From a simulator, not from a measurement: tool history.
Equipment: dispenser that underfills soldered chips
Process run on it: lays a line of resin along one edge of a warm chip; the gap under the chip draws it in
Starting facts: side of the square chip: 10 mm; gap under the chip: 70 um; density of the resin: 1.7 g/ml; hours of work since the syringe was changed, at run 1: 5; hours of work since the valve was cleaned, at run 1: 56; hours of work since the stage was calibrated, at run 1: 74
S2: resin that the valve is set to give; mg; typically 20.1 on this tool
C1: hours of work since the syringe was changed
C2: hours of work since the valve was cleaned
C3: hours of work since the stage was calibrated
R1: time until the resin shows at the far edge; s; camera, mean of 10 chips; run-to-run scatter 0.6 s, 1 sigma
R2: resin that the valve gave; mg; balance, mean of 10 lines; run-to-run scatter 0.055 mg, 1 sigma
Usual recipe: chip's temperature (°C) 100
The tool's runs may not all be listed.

{"run": 1, "hour": 0.0, "chip's temperature (°C)": 100, "S2": 20.1, "C1": 5, "C2": 56, "C3": 74, "R1": 69.4, "R2": 19.61}
{"run": 2, "hour": 4.7, "chip's temperature (°C)": 100, "S2": 20.1, "C1": 8, "C2": 59, "C3": 77, "R1": 80.4, "R2": 19.53}
{"hour": 7.9, "done": "new syringe of resin"}
{"run": 3, "hour": 10.8, "chip's temperature (°C)": 100, "S2": 20.1, "C1": 2, "C2": 62, "C3": 80, "R1": 56, "R2": 19.57}
{"run": 4, "hour": 16.6, "chip's temperature (°C)": 100, "S2": 22.5, "C1": 5, "C2": 66, "C3": 84, "R1": 69.2, "R2": 21.82}
{"run": 5, "hour": 21.0, "chip's temperature (°C)": 100, "S2": 22.5, "C1": 8, "C2": 69, "C3": 87, "R1": 78.1, "R2": 21.94}
{"hour": 24.4, "done": "new syringe of resin"}
{"run": 6, "hour": 25.7, "chip's temperature (°C)": 100, "S2": 22.5, "C1": 1, "C2": 72, "C3": 89, "R1": 54.4, "R2": 21.83}
{"hour": 27.2, "done": "dispensing valve cleaned and set on the balance"}
{"run": 7, "hour": 30.6, "chip's temperature (°C)": 100, "S2": 22.5, "C1": 3, "C2": 2, "C3": 92, "R1": 60.3, "R2": 22.43}
{"run": 8, "hour": 35.3, "chip's temperature (°C)": 104, "S2": 20.1, "C1": 6, "C2": 5, "C3": 95, "R1": 63.7, "R2": 20.03}
{"run": 9, "hour": 40.3, "chip's temperature (°C)": 100, "S2": 20.1, "C1": 9, "C2": 8, "C3": 98, "R1": 87.8, "R2": 19.9}
{"hour": 42.1, "done": "new syringe of resin"}
{"run": 10, "hour": 44.7, "chip's temperature (°C)": 100, "S2": 20.1, "C1": 2, "C2": 11, "C3": 101, "R1": 56.1, "R2": 19.91}
{"run": 11, "hour": 50.4, "chip's temperature (°C)": 111, "S2": 22.8, "C1": 5, "C2": 14, "C3": 104, "R1": 49.3, "R2": 22.51}
{"run": 12, "hour": 55.8, "chip's temperature (°C)": 88, "S2": 21.3, "C1": 9, "C2": 18, "C3": 108, "R1": 118.4, "R2": 21.09}
{"hour": 58.6, "done": "new syringe of resin"}
{"run": 13, "hour": 59.4, "chip's temperature (°C)": 107, "S2": 17.3, "C1": 0, "C2": 20, "C3": 110, "R1": 44.1, "R2": 17.01}
{"run": 14, "hour": 63.3, "chip's temperature (°C)": 95, "S2": 19.5, "C1": 3, "C2": 22, "C3": 112, "R1": 70.7, "R2": 19.27}
{"run": 15, "hour": 66.8, "chip's temperature (°C)": 95, "S2": 19.5, "C1": 5, "C2": 24, "C3": 114, "R1": 79.6, "R2": 19.17}

3 options for the next run, each taken on its own from the tool as it stands now. Forecast them:
{"run": "A", "hour": 72.2, "chip's temperature (°C)": 100, "S2": 21.6, "C1": 9, "C2": 28, "C3": 118, "R1": "?", "R2": "?"}
{"run": "B", "hour": 72.2, "chip's temperature (°C)": 107, "S2": 20.3, "C1": 9, "C2": 28, "C3": 118, "R1": "?", "R2": "?"}
{"run": "C", "hour": 72.2, "chip's temperature (°C)": 114, "S2": 17.5, "C1": 9, "C2": 28, "C3": 118, "R1": "?", "R2": "?"}

run=A R1=84.3 R2=21.35
run=B R1=69.4 R2=20.07
run=C R1=55.2 R2=17.18
With the hidden condition removed and each run's random variation left untouched, the same runs would have given:
run=A R1=53.3 R2=21.69
run=B R1=43.8 R2=20.39
run=C R1=34.7 R2=17.45
